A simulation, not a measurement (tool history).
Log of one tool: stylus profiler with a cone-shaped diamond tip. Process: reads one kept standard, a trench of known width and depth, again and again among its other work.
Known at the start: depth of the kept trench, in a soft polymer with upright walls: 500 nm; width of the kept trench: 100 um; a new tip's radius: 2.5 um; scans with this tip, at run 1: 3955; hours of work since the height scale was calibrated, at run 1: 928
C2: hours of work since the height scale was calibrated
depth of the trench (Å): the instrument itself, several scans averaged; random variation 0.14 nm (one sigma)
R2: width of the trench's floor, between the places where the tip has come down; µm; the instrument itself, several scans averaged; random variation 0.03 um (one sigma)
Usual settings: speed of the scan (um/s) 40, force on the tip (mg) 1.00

run 1 hour=0.0 | speed_of_the_scan_(um/s)=40 force_on_the_tip_(mg)=1.00 | scans_with_this_tip=3955 C2=928 | depth_of_the_trench_(Å)=5003.9 R2=96.44
run 2 hour=95.5 | speed_of_the_scan_(um/s)=40 force_on_the_tip_(mg)=1.00 | scans_with_this_tip=4157 C2=975 | depth_of_the_trench_(Å)=5005.6 R2=96.42
run 3 hour=192.9 | speed_of_the_scan_(um/s)=40 force_on_the_tip_(mg)=1.00 | scans_with_this_tip=4363 C2=1023 | depth_of_the_trench_(Å)=5008.5 R2=96.44
run 4 hour=251.9 | speed_of_the_scan_(um/s)=23 force_on_the_tip_(mg)=1.00 | scans_with_this_tip=4488 C2=1053 | depth_of_the_trench_(Å)=5004.3 R2=96.46
run 5 hour=339.0 | speed_of_the_scan_(um/s)=23 force_on_the_tip_(mg)=1.00 | scans_with_this_tip=4673 C2=1096 | depth_of_the_trench_(Å)=5003.6 R2=96.45
run 6 hour=405.0 | speed_of_the_scan_(um/s)=23 force_on_the_tip_(mg)=1.00 | scans_with_this_tip=4812 C2=1129 | depth_of_the_trench_(Å)=5003.3 R2=96.47
run 7 hour=479.7 | speed_of_the_scan_(um/s)=23 force_on_the_tip_(mg)=0.66 | scans_with_this_tip=4970 C2=1166 | depth_of_the_trench_(Å)=4995.4 R2=96.37
run 8 hour=546.2 | speed_of_the_scan_(um/s)=23 force_on_the_tip_(mg)=0.66 | scans_with_this_tip=5111 C2=1199 | depth_of_the_trench_(Å)=4995.6 R2=96.39
run 9 hour=591.1 | speed_of_the_scan_(um/s)=23 force_on_the_tip_(mg)=0.66 | scans_with_this_tip=5206 C2=1221 | depth_of_the_trench_(Å)=4997.6 R2=96.40
run 10 hour=652.4 | speed_of_the_scan_(um/s)=23 force_on_the_tip_(mg)=0.66 | scans_with_this_tip=5336 C2=1251 | depth_of_the_trench_(Å)=4997.3 R2=96.37
run 11 hour=747.0 | speed_of_the_scan_(um/s)=12 force_on_the_tip_(mg)=0.66 | scans_with_this_tip=5536 C2=1298 | depth_of_the_trench_(Å)=4995.3 R2=96.41
run 12 hour=818.3 | speed_of_the_scan_(um/s)=12 force_on_the_tip_(mg)=0.66 | scans_with_this_tip=5687 C2=1334 | depth_of_the_trench_(Å)=4997.3 R2=96.48
run 13 hour=875.8 | speed_of_the_scan_(um/s)=12 force_on_the_tip_(mg)=0.66 | scans_with_this_tip=5809 C2=1362 | depth_of_the_trench_(Å)=4995.4 R2=96.38
run 14 hour=956.8 | speed_of_the_scan_(um/s)=27 force_on_the_tip_(mg)=2.65 | scans_with_this_tip=5980 C2=1403 | depth_of_the_trench_(Å)=5018.2 R2=96.40
run 15 hour=1011.3 | speed_of_the_scan_(um/s)=27 force_on_the_tip_(mg)=1.01 | scans_with_this_tip=6096 C2=1430 | depth_of_the_trench_(Å)=4997.3 R2=96.29
run 16 hour=1063.9 | speed_of_the_scan_(um/s)=18 force_on_the_tip_(mg)=0.63 | scans_with_this_tip=6207 C2=1456 | depth_of_the_trench_(Å)=4993.5 R2=96.29

The next listed run, before its measurement:
run 17 hour=1123.7 | speed_of_the_scan_(um/s)=85 force_on_the_tip_(mg)=0.41 | scans_with_this_tip=6333 C2=1485 | depth_of_the_trench_(Å)=? R2=?

{"run 17": {"depth of the trench (Å)": 4988.1, "R2": 95.91}}
Without the tool's hidden state the same run would have given depth of the trench (Å) 5013.0, R2 96.52 µm.
